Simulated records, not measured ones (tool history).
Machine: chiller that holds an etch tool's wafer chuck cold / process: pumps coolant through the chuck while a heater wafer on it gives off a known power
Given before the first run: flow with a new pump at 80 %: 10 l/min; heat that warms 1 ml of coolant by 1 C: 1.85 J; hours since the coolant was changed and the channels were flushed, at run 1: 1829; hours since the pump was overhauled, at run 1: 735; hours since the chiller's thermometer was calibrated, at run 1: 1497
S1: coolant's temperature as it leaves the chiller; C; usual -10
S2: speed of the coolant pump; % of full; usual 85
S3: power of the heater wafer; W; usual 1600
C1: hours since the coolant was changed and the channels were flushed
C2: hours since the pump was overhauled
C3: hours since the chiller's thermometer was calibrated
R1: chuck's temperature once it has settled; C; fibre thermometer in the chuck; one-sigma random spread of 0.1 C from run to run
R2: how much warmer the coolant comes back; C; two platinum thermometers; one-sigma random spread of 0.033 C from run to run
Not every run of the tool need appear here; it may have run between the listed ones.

| run | hour | S1 | S2 | S3 | C1 | C2 | C3 | R1 | R2 |
|---|---|---|---|---|---|---|---|---|---|
| 1 | 0.0 | -10 | 85 | 1600 | 1829 | 735 | 1497 | 8.0 | 4.91 |
| 2 | 65.0 | -10 | 85 | 1600 | 1894 | 800 | 1562 | 8.1 | 4.96 |
| 3 | 106.6 | -10 | 95 | 1600 | 1936 | 841 | 1604 | 6.6 | 4.45 |
| 4 | 167.0 | -10 | 95 | 1600 | 1996 | 902 | 1664 | 6.6 | 4.41 |
| 5 | 213.5 | -10 | 72 | 1600 | 2043 | 948 | 1711 | 11.2 | 5.77 |
| 6 | 248.0 | -10 | 72 | 1600 | 2077 | 983 | 1745 | 11.0 | 5.87 |
| 7 | 302.1 | -10 | 72 | 1600 | 2131 | 1037 | 1799 | 11.3 | 5.83 |
| 8 | 359.7 | -10 | 72 | 1600 | 2189 | 1094 | 1857 | 11.3 | 5.85 |
| 9 | 414.2 | -10 | 72 | 1600 | 2243 | 1149 | 1911 | 11.5 | 5.89 |
| 10 | 476.3 | -10 | 72 | 1600 | 2305 | 1211 | 1974 | 11.4 | 5.90 |
| 11 | 545.9 | -10 | 72 | 1600 | 2375 | 1281 | 2043 | 11.7 | 5.86 |
| 12 | 586.5 | -10 | 72 | 1600 | 2416 | 1321 | 2084 | 11.2 | 5.88 |
| 13 | 660.7 | -8 | 84 | 1147 | 2490 | 1395 | 2158 | 5.4 | 3.60 |
| 14 | 716.2 | -5 | 76 | 912 | 2545 | 1451 | 2213 | 6.5 | 3.15 |
| 15 | 776.9 | -5 | 76 | 912 | 2606 | 1512 | 2274 | 6.6 | 3.22 |
| 16 | 818.0 | -5 | 70 | 813 | 2647 | 1553 | 2315 | 6.3 | 3.04 |
| 17 | 862.7 | -5 | 70 | 813 | 2692 | 1597 | 2360 | 6.4 | 3.07 |
| 18 | 903.9 | -18 | 87 | 1670 | 2733 | 1639 | 2401 | 1.3 | 5.15 |
| 19 | 961.8 | -18 | 87 | 1670 | 2791 | 1696 | 2459 | 1.3 | 5.15 |
| 20 | 1030.1 | -8 | 65 | 1504 | 2859 | 1765 | 2527 | 14.5 | 6.12 |

Predict each of these 4 candidate next runs independently; none follows another, all start after run 20:
| A | 1075.3 | -8 | 65 | 820 | 2904 | 1810 | 2573 | ? | ? |
| B | 1075.3 | -10 | 67 | 1600 | 2904 | 1810 | 2573 | ? | ? |
| C | 1075.3 | -8 | 95 | 1504 | 2904 | 1810 | 2573 | ? | ? |
| D | 1075.3 | -3 | 60 | 1017 | 2904 | 1810 | 2573 | ? | ? |

| run | R1 | R2 |
|---|---|---|
| A | 4.1 | 3.30 |
| B | 13.4 | 6.30 |
| C | 8.1 | 4.27 |
| D | 13.2 | 4.45 |
Without the tool's unlogged condition, the same runs would have read:
| run | R1 | R2 |
|---|---|---|
| A | 3.1 | 3.21 |
| B | 11.4 | 6.12 |
| C | 6.7 | 4.15 |
| D | 11.8 | 4.32 |
